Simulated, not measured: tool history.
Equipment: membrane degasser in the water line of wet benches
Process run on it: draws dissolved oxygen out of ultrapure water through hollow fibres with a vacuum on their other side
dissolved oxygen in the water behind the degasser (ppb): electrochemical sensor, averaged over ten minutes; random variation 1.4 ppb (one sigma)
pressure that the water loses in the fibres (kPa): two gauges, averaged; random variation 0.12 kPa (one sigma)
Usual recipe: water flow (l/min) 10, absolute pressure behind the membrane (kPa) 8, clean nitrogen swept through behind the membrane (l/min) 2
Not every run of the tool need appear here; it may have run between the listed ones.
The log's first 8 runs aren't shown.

| run | day | water flow (l/min) | absolute pressure behind the membrane (kPa) | clean nitrogen swept through behind the membrane (l/min) | hours since the membrane was changed | hours since the vacuum gauge was calibrated | hours since the vacuum lines were made tight | dissolved oxygen in the water behind the degasser (ppb) | pressure that the water loses in the fibres (kPa) |
|---|---|---|---|---|---|---|---|---|---|
| 9 | 43.312 | 10 | 8 | 1.7 | 3518 | 516 | 1537 | 151.5 | 26.44 |
| 10 | 49.271 | 10 | 8 | 1.7 | 3661 | 659 | 1680 | 149.9 | 26.17 |
| 11 | 55.125 | 10 | 8 | 1.7 | 3801 | 799 | 1821 | 152.6 | 26.1 |
| 12 | 59.442 | 10 | 8 | 1.7 | 3905 | 903 | 1925 | 149.6 | 26.29 |
| 13 | 64.454 | 10 | 8 | 2.57 | 4025 | 1023 | 2045 | 129.7 | 26.26 |
| 14 | 68.675 | 10 | 8 | 2.57 | 4127 | 1124 | 2146 | 128.7 | 26.43 |
| 15 | 72.912 | 10 | 8 | 2.57 | 4228 | 1226 | 2248 | 129.4 | 26.33 |
| 16 | 76.471 | 10 | 8 | 2.57 | 4314 | 1311 | 2333 | 130.2 | 26.32 |
| 17 | 82.796 | 10 | 5.65 | 4.52 | 4465 | 1463 | 2485 | 96.7 | 26.29 |
| 18 | 86.921 | 12 | 11.8 | 1.62 | 4565 | 1562 | 2584 | 316.6 | 31.72 |
| 19 | 92.933 | 12 | 11.8 | 1.62 | 4709 | 1707 | 2728 | 315.9 | 31.51 |
| 20 | 100.617 | 15 | 12.6 | 2 | 4893 | 1891 | 2913 | 489.6 | 39.57 |
| 21 | 107.329 | 10 | 15.44 | 4.1 | 5054 | 2052 | 3074 | 156.3 | 26.31 |
| 22 | 115.45 | 10 | 7.79 | 4.1 | 5249 | 2247 | 3269 | 111.6 | 26.47 |
| 23 | 123.029 | 16 | 7.14 | 1.11 | 5431 | 2429 | 3451 | 516.5 | 42.2 |
| 24 | 127.604 | 16 | 7.14 | 1.11 | 5541 | 2539 | 3560 | 521 | 42.2 |
| 25 | 135.788 | 6 | 11.08 | 2 | 5737 | 2735 | 3757 | 64.7 | 16.01 |
| 26 | 143.842 | 6 | 11.08 | 2 | 5931 | 2928 | 3950 | 63.9 | 15.91 |
| 27 | 151.858 | 7 | 13.69 | 1.38 | 6123 | 3121 | 4143 | 143.3 | 18.56 |
| 28 | 158.904 | 8 | 5.74 | 2 | 6292 | 3290 | 4312 | 56.3 | 21.37 |
| 29 | 163.712 | 13 | 8.09 | 1.29 | 6408 | 3405 | 4427 | 324.7 | 34.52 |
| 30 | 167.675 | 6 | 8.09 | 4.45 | 6503 | 3500 | 4522 | 22.2 | 15.77 |
| 31 | 174.75 | 14 | 10.25 | 4.69 | 6672 | 3670 | 4692 | 324.3 | 36.74 |

Consider 3 possible next runs. They are alternatives, not a sequence: every one starts from the tool as it was left by run 31. What does each give?
| A | 182.558 | 14 | 10.25 | 0.99 | 6860 | 3858 | 4879 | ? | ? |
| B | 182.558 | 8 | 8 | 2.23 | 6860 | 3858 | 4879 | ? | ? |
| C | 182.558 | 16 | 12.95 | 2.61 | 6860 | 3858 | 4879 | ? | ? |

| run | dissolved oxygen in the water behind the degasser (ppb) | pressure that the water loses in the fibres (kPa) |
|---|---|---|
| A | 480.6 | 36.97 |
| B | 72.8 | 21.18 |
| C | 529.4 | 42.27 |
What these runs would have given with no unlogged condition in the tool:
| run | dissolved oxygen in the water behind the degasser (ppb) | pressure that the water loses in the fibres (kPa) |
|---|---|---|
| A | 479.8 | 36.95 |
| B | 72.6 | 21.17 |
| C | 528.6 | 42.24 |
